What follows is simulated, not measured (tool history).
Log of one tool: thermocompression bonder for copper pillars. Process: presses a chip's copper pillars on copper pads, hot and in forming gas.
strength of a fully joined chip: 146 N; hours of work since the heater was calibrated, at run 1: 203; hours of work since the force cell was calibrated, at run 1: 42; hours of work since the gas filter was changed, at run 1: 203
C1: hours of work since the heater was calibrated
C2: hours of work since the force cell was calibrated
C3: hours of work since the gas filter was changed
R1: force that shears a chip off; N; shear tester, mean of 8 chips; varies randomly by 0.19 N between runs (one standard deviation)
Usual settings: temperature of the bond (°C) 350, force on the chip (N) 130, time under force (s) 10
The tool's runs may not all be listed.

Run 1, hour 0: usual settings; C1 203; C2 42; C3 203. Result: R1 71.4 N.
Run 2, hour 9.8: usual settings; C1 207; C2 46; C3 207. Result: R1 71.4 N.
Run 3, hour 16.4: usual settings; C1 210; C2 48; C3 210. Result: R1 71 N.
Run 4, hour 24.7: usual settings; C1 213; C2 52; C3 213. Result: R1 71.4 N.
Run 5, hour 34.3: usual settings; C1 217; C2 56; C3 217. Result: R1 71.4 N.
Run 6, hour 40.7: usual settings; C1 220; C2 58; C3 220. Result: R1 71.3 N.
Run 7, hour 47.4: usual settings; C1 223; C2 61; C3 223. Result: R1 71.1 N.
Run 8, hour 59.1: usual settings; C1 228; C2 66; C3 228. Result: R1 71.1 N.
Run 9, hour 68.5: usual settings; C1 232; C2 70; C3 232. Result: R1 71.2 N.
Run 10, hour 80.2: usual settings; C1 236; C2 75; C3 236. Result: R1 71 N.
Run 11, hour 85.6: usual settings but temperature of the bond (°C) 326; C1 239; C2 77; C3 239. Result: R1 56.6 N.
Run 12, hour 97.7: usual settings but force on the chip (N) 122; C1 244; C2 82; C3 244. Result: R1 67.8 N.
Run 13, hour 107.6: usual settings but force on the chip (N) 122; C1 248; C2 86; C3 248. Result: R1 67.9 N.
Run 14, hour 115.9: usual settings but temperature of the bond (°C) 365, time under force (s) 8; C1 251; C2 90; C3 251. Result: R1 74.6 N.
Run 15, hour 127.7: usual settings but temperature of the bond (°C) 354, force on the chip (N) 83, time under force (s) 8; C1 256; C2 95; C3 256. Result: R1 46.9 N.
At hour 130.6: heater calibrated with a thermocouple chip.
Run 16, hour 136.7: usual settings but time under force (s) 26; C1 3; C2 97; C3 259. Result: R1 95.1 N.
Run 17, hour 142.9: usual settings but temperature of the bond (°C) 354, force on the chip (N) 118, time under force (s) 14; C1 5; C2 100; C3 262. Result: R1 76.5 N.
Run 18, hour 152.8: usual settings but temperature of the bond (°C) 344, force on the chip (N) 148, time under force (s) 6; C1 9; C2 104; C3 266. Result: R1 62.3 N.
Run 19, hour 161.3: usual settings but temperature of the bond (°C) 344, force on the chip (N) 148, time under force (s) 6; C1 13; C2 108; C3 269. Result: R1 61.9 N.
At hour 172: heater calibrated with a thermocouple chip, once more.
Run 20, hour 173.5: usual settings but force on the chip (N) 103; C1 1; C2 112; C3 273. Result: R1 58.3 N.
Run 21, hour 180.1: usual settings but force on the chip (N) 103; C1 3; C2 115; C3 276. Result: R1 57.9 N.

5 ways to go on from here, each from the tool as it stands after run 21. What would each give?
Run A, hour 187.2: usual settings but temperature of the bond (°C) 378; C1 6; C2 118; C3 279. Result: R1 ?.
Run B, hour 187.2: usual settings but time under force (s) 16; C1 6; C2 118; C3 279. Result: R1 ?.
Run C, hour 187.2: usual settings but force on the chip (N) 175, time under force (s) 8; C1 6; C2 118; C3 279. Result: R1 ?.
Run D, hour 187.2: usual settings but temperature of the bond (°C) 345, force on the chip (N) 92, time under force (s) 9; C1 6; C2 118; C3 279. Result: R1 ?.
Run E, hour 187.2: usual settings but temperature of the bond (°C) 336; C1 6; C2 118; C3 279. Result: R1 ?.

run    R1
  A  86.3
  B    81
  C  79.3
  D  48.3
  E  61.2
Take away the tool's hidden state, keep each run's random variation, and the runs would have read:
run    R1
  A  91.9
  B  86.4
  C  84.6
  D  51.5
  E  65.3
